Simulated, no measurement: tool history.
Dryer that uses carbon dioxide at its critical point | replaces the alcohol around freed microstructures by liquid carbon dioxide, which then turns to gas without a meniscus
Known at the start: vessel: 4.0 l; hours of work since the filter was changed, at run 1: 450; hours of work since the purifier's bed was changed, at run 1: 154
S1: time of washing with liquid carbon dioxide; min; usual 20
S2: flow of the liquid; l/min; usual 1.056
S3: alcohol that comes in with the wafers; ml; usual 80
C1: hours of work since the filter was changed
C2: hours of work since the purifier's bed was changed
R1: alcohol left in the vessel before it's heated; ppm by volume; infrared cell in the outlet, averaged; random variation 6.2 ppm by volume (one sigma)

{"run": 1, "hour": 0.0, "S1": 20, "S2": 1.056, "S3": 80, "C1": 450, "C2": 154, "R1": 555}
{"run": 2, "hour": 9.3, "S1": 20, "S2": 1.056, "S3": 80, "C1": 454, "C2": 159, "R1": 553}
{"run": 3, "hour": 13.3, "S1": 20, "S2": 1.056, "S3": 80, "C1": 456, "C2": 161, "R1": 559}
{"run": 4, "hour": 22.3, "S1": 20, "S2": 1.056, "S3": 80, "C1": 461, "C2": 165, "R1": 564}
{"run": 5, "hour": 30.1, "S1": 20, "S2": 1.056, "S3": 21, "C1": 465, "C2": 169, "R1": 191}
{"run": 6, "hour": 36.7, "S1": 12, "S2": 1.056, "S3": 80, "C1": 468, "C2": 173, "R1": 2358}
{"run": 7, "hour": 42.9, "S1": 12, "S2": 1.056, "S3": 80, "C1": 471, "C2": 176, "R1": 2275}
{"run": 8, "hour": 49.7, "S1": 12, "S2": 1.056, "S3": 80, "C1": 474, "C2": 179, "R1": 2278}
{"run": 9, "hour": 53.9, "S1": 12, "S2": 1.056, "S3": 80, "C1": 477, "C2": 181, "R1": 2307}
{"run": 10, "hour": 63.1, "S1": 20, "S2": 1.056, "S3": 80, "C1": 481, "C2": 186, "R1": 578}
{"run": 11, "hour": 70.7, "S1": 20, "S2": 1.056, "S3": 80, "C1": 485, "C2": 190, "R1": 598}
{"run": 12, "hour": 77.8, "S1": 29, "S2": 1.056, "S3": 80, "C1": 488, "C2": 193, "R1": 170}
{"run": 13, "hour": 82.9, "S1": 20, "S2": 1.056, "S3": 27, "C1": 491, "C2": 196, "R1": 241}
{"run": 14, "hour": 87.2, "S1": 20, "S2": 1.02, "S3": 80, "C1": 493, "C2": 198, "R1": 658}
{"run": 15, "hour": 93.8, "S1": 20, "S2": 0.88, "S3": 80, "C1": 496, "C2": 201, "R1": 1059}
{"run": 16, "hour": 102.7, "S1": 20, "S2": 1.056, "S3": 80, "C1": 501, "C2": 205, "R1": 620}
{"run": 17, "hour": 107.4, "S1": 20, "S2": 1.15, "S3": 80, "C1": 503, "C2": 208, "R1": 469}
{"run": 18, "hour": 115.0, "S1": 20, "S2": 1.15, "S3": 80, "C1": 507, "C2": 212, "R1": 441}
{"run": 19, "hour": 123.3, "S1": 26, "S2": 1.056, "S3": 80, "C1": 511, "C2": 216, "R1": 249}
{"run": 20, "hour": 129.2, "S1": 20, "S2": 1.056, "S3": 80, "C1": 514, "C2": 219, "R1": 614}
{"hour": 137.3, "done": "inlet filter changed"}
{"run": 21, "hour": 139.0, "S1": 20, "S2": 1.056, "S3": 80, "C1": 1, "C2": 223, "R1": 305}
{"run": 22, "hour": 143.0, "S1": 20, "S2": 1.056, "S3": 80, "C1": 3, "C2": 225, "R1": 307}
{"run": 23, "hour": 152.1, "S1": 20, "S2": 1.056, "S3": 80, "C1": 7, "C2": 229, "R1": 296}
{"run": 24, "hour": 156.7, "S1": 20, "S2": 1.056, "S3": 80, "C1": 10, "C2": 232, "R1": 310}
{"run": 25, "hour": 164.0, "S1": 20, "S2": 1.056, "S3": 80, "C1": 13, "C2": 235, "R1": 321}
{"run": 26, "hour": 171.8, "S1": 20, "S2": 1.056, "S3": 80, "C1": 17, "C2": 239, "R1": 316}
{"run": 27, "hour": 176.7, "S1": 15, "S2": 1.43, "S3": 80, "C1": 20, "C2": 242, "R1": 302}
{"run": 28, "hour": 182.3, "S1": 15, "S2": 1.43, "S3": 80, "C1": 22, "C2": 244, "R1": 295}
{"run": 29, "hour": 189.9, "S1": 15, "S2": 1.43, "S3": 28, "C1": 26, "C2": 248, "R1": 145}
{"run": 30, "hour": 196.3, "S1": 15, "S2": 1.43, "S3": 28, "C1": 29, "C2": 251, "R1": 150}
{"run": 31, "hour": 201.8, "S1": 20, "S2": 0.84, "S3": 52, "C1": 32, "C2": 254, "R1": 458}
{"run": 32, "hour": 211.1, "S1": 12, "S2": 1.13, "S3": 23, "C1": 37, "C2": 259, "R1": 426}
{"run": 33, "hour": 215.2, "S1": 21, "S2": 0.77, "S3": 65, "C1": 39, "C2": 261, "R1": 666}
{"run": 34, "hour": 223.1, "S1": 21, "S2": 0.77, "S3": 65, "C1": 43, "C2": 265, "R1": 659}
{"run": 35, "hour": 230.9, "S1": 21, "S2": 1.056, "S3": 80, "C1": 47, "C2": 269, "R1": 281}
{"run": 36, "hour": 239.7, "S1": 21, "S2": 1.056, "S3": 80, "C1": 51, "C2": 273, "R1": 293}
{"run": 37, "hour": 244.2, "S1": 29, "S2": 1.02, "S3": 80, "C1": 53, "C2": 275, "R1": 122}
{"run": 38, "hour": 251.8, "S1": 22, "S2": 1.31, "S3": 27, "C1": 57, "C2": 279, "R1": 85}
{"run": 39, "hour": 259.2, "S1": 19, "S2": 0.65, "S3": 80, "C1": 61, "C2": 283, "R1": 1687}
{"run": 40, "hour": 263.8, "S1": 14, "S2": 1.44, "S3": 22, "C1": 63, "C2": 285, "R1": 165}
{"run": 41, "hour": 267.6, "S1": 15, "S2": 1.056, "S3": 80, "C1": 65, "C2": 287, "R1": 865}
{"run": 42, "hour": 276.3, "S1": 16, "S2": 0.88, "S3": 80, "C1": 69, "C2": 291, "R1": 1250}
{"run": 43, "hour": 282.4, "S1": 13, "S2": 1.44, "S3": 66, "C1": 72, "C2": 294, "R1": 427}
{"run": 44, "hour": 291.6, "S1": 13, "S2": 1.44, "S3": 66, "C1": 77, "C2": 299, "R1": 446}
{"run": 45, "hour": 299.9, "S1": 13, "S2": 1.44, "S3": 33, "C1": 81, "C2": 303, "R1": 269}
{"run": 46, "hour": 307.1, "S1": 13, "S2": 1.44, "S3": 33, "C1": 84, "C2": 307, "R1": 254}
{"run": 47, "hour": 315.2, "S1": 14, "S2": 1.056, "S3": 21, "C1": 88, "C2": 311, "R1": 338}
{"run": 48, "hour": 320.1, "S1": 23, "S2": 1.5, "S3": 66, "C1": 91, "C2": 313, "R1": 99}

Hidden state or all else? Some run-to-run changes of R1, split into what the settings, what came in and random variation would give without the hidden state, and what is left for the hidden state (with any gauge scatter that isn't in both results):
The hidden state here: flow that reaches the vessel past the clogged filter, %; alcohol in the recycled carbon dioxide, ppm; drift of the gauge itself on alcohol_ppm, %.
Run 5 -> 6: S1 20 -> 12, S3 21 -> 80. R1 +2167 ppm by volume: hidden state +780, all else +1387.
Run 9 -> 10: S1 12 -> 20. R1 -1729 ppm by volume: hidden state -550, all else -1179.
Run 20 -> 21: inlet filter changed. R1 -309 ppm by volume: hidden state -308, all else -1.
Run 38 -> 39: S1 22 -> 19, S2 1.310 -> 0.650, S3 27 -> 80. R1 +1602 ppm by volume: hidden state +86, all else +1516.
